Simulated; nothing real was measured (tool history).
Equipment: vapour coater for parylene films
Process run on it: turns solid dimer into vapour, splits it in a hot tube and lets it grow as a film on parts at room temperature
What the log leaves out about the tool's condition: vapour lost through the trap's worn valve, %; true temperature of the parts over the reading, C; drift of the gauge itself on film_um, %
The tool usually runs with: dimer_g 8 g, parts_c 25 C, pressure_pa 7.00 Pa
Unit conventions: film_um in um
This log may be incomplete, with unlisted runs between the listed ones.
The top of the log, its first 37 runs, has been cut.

run    hour  dimer_g  parts_c  pressure_pa  hours of work since the trap's valve was overhauled  hours of work since the table's thermometer was calibrated  film_um
 38  1073.5        8       20         2.21                                                  350                                                         788     6.32
 39  1104.3        8       34         6.16                                                  363                                                         801     3.14
 40  1121.0        5       34         4.72                                                  370                                                         808     2.03
 41  1158.0        5       34         4.72                                                  385                                                         823     2.07
 42  1197.7        5       34         4.72                                                  402                                                         840     2.06
 43  1225.4        5       31         4.56                                                  413                                                         851     2.27
 44  1257.5        5       31         4.56                                                  427                                                         865     2.26
 45  1281.9        6       23         9.44                                                  437                                                         875     3.27
 46  1320.8        6       23         9.44                                                  453                                                         892     3.27
 47  1355.1        5       34         7.00                                                  468                                                         906     1.86

Here are 4 independent what-if runs from the current tool condition. What would each one return?
  A  1390.1        8       25         4.23                                                  482                                                         921        ?
  B  1390.1        8       35         7.00                                                  482                                                         921        ?
  C  1390.1        5       28         6.13                                                  482                                                         921        ?
  D  1390.1        4       26        11.29                                                  482                                                         921        ?

run  film_um
  A     4.59
  B     2.88
  C     2.42
  D     1.89
With no hidden state in the tool, these same runs would have given:
run  film_um
  A     5.02
  B     3.15
  C     2.64
  D     2.07

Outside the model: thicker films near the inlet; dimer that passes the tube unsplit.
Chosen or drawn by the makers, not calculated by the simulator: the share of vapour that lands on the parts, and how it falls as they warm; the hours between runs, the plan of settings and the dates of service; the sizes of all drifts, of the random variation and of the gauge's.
